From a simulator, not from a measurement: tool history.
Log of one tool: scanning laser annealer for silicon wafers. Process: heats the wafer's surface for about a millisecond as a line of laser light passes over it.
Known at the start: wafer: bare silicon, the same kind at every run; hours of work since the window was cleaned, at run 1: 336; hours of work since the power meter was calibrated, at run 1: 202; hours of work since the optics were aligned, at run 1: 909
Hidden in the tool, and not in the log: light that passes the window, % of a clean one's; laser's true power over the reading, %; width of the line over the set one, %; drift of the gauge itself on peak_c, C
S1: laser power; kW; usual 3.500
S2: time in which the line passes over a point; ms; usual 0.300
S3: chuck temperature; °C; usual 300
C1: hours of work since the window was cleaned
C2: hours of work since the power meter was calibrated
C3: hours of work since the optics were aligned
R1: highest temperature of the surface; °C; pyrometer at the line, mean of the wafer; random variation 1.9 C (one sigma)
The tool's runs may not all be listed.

run 1 day=0.000 | S1=3.500 S2=0.300 S3=300 | C1=336 C2=202 C3=909 | R1=1095
run 2 day=0.379 | S1=3.500 S2=0.300 S3=300 | C1=341 C2=207 C3=914 | R1=1093
run 3 day=0.758 | S1=3.500 S2=0.300 S3=300 | C1=346 C2=212 C3=919 | R1=1095
run 4 day=0.942 | S1=2.997 S2=0.300 S3=300 | C1=348 C2=215 C3=921 | R1=955
run 5 day=1.117 | S1=3.811 S2=0.300 S3=300 | C1=351 C2=217 C3=924 | R1=1181
run 6 day=1.304 | S1=3.500 S2=0.259 S3=300 | C1=353 C2=220 C3=926 | R1=1034
run 7 day=1.625 | S1=3.500 S2=0.347 S3=300 | C1=358 C2=224 C3=931 | R1=1156
run 8 day=1.833 | S1=3.500 S2=0.300 S3=315 | C1=360 C2=227 C3=934 | R1=1110
run 9 day=2.121 | S1=3.500 S2=0.300 S3=315 | C1=364 C2=231 C3=937 | R1=1109
run 10 day=2.371 | S1=3.500 S2=0.300 S3=315 | C1=368 C2=234 C3=941 | R1=1107
run 11 day=2.667 | S1=3.500 S2=0.300 S3=315 | C1=372 C2=238 C3=945 | R1=1111
run 12 day=2.867 | S1=3.500 S2=0.300 S3=300 | C1=375 C2=241 C3=948 | R1=1094
run 13 day=3.062 | S1=3.500 S2=0.300 S3=300 | C1=377 C2=244 C3=950 | R1=1089
run 14 day=3.233 | S1=3.500 S2=0.300 S3=300 | C1=379 C2=246 C3=953 | R1=1091
run 15 day=3.400 | S1=3.500 S2=0.300 S3=300 | C1=382 C2=248 C3=955 | R1=1091
run 16 day=3.675 | S1=3.500 S2=0.353 S3=300 | C1=385 C2=252 C3=959 | R1=1168
run 17 day=3.850 | S1=3.639 S2=0.353 S3=300 | C1=388 C2=254 C3=961 | R1=1210
run 18 day=4.196 | S1=3.500 S2=0.300 S3=270 | C1=393 C2=259 C3=966 | R1=1063
-- day=4.300 window over the wafer cleaned
run 19 day=4.492 | S1=3.500 S2=0.300 S3=300 | C1=3 C2=262 C3=968 | R1=1087
run 20 day=4.854 | S1=3.500 S2=0.300 S3=300 | C1=8 C2=267 C3=973 | R1=1084
run 21 day=5.067 | S1=3.500 S2=0.330 S3=327 | C1=10 C2=270 C3=976 | R1=1156
run 22 day=5.392 | S1=3.500 S2=0.330 S3=335 | C1=15 C2=274 C3=981 | R1=1166
run 23 day=5.712 | S1=3.500 S2=0.342 S3=274 | C1=19 C2=278 C3=985 | R1=1114
-- day=5.958 window over the wafer cleaned, once more
run 24 day=6.096 | S1=3.019 S2=0.341 S3=287 | C1=2 C2=282 C3=989 | R1=1010
run 25 day=6.267 | S1=3.019 S2=0.341 S3=287 | C1=4 C2=285 C3=991 | R1=1009
run 26 day=6.467 | S1=3.288 S2=0.238 S3=292 | C1=7 C2=287 C3=994 | R1=951
run 27 day=6.700 | S1=3.288 S2=0.238 S3=292 | C1=10 C2=291 C3=997 | R1=948
run 28 day=6.992 | S1=3.305 S2=0.327 S3=303 | C1=14 C2=295 C3=1001 | R1=1094
run 29 day=7.300 | S1=3.278 S2=0.323 S3=260 | C1=18 C2=299 C3=1005 | R1=1041
run 30 day=7.638 | S1=3.350 S2=0.300 S3=300 | C1=23 C2=303 C3=1010 | R1=1067
run 31 day=7.871 | S1=3.490 S2=0.268 S3=261 | C1=26 C2=307 C3=1013 | R1=1017
run 32 day=8.033 | S1=3.081 S2=0.300 S3=300 | C1=28 C2=309 C3=1015 | R1=988
run 33 day=8.279 | S1=3.387 S2=0.218 S3=305 | C1=32 C2=312 C3=1019 | R1=957
run 34 day=8.542 | S1=3.387 S2=0.218 S3=305 | C1=35 C2=316 C3=1022 | R1=955
run 35 day=8.800 | S1=3.262 S2=0.282 S3=328 | C1=39 C2=319 C3=1026 | R1=1040
run 36 day=9.150 | S1=3.262 S2=0.282 S3=328 | C1=43 C2=324 C3=1031 | R1=1044
run 37 day=9.458 | S1=3.262 S2=0.282 S3=328 | C1=48 C2=328 C3=1035 | R1=1041
run 38 day=9.629 | S1=3.199 S2=0.320 S3=289 | C1=50 C2=330 C3=1037 | R1=1037
run 39 day=9.788 | S1=3.199 S2=0.320 S3=289 | C1=52 C2=333 C3=1039 | R1=1038
run 40 day=10.033 | S1=3.199 S2=0.221 S3=297 | C1=55 C2=336 C3=1043 | R1=908

Some steps in R1 between neighbouring runs. How much of each would the tool show without its hidden state too (settings, what came in, random variation), and how much is left for the hidden state, with any gauge scatter that isn't in both results?
Run 3 -> 4: S1 3.500 -> 2.997. R1 -140 °C: hidden state +5, all else -145.
Run 4 -> 5: S1 2.997 -> 3.811. R1 +226 °C: hidden state -8, all else +234.
Run 5 -> 6: S1 3.811 -> 3.500, S2 0.300 -> 0.259. R1 -147 °C: hidden state +5, all else -152.
Run 17 -> 18: S1 3.639 -> 3.500, S2 0.353 -> 0.300, S3 300 -> 270. R1 -147 °C: hidden state +5, all else -152.
Run 23 -> 24: S1 3.500 -> 3.019, S2 0.342 -> 0.341, S3 274 -> 287, window over the wafer cleaned, once more. R1 -104 °C: hidden state +28, all else -132.
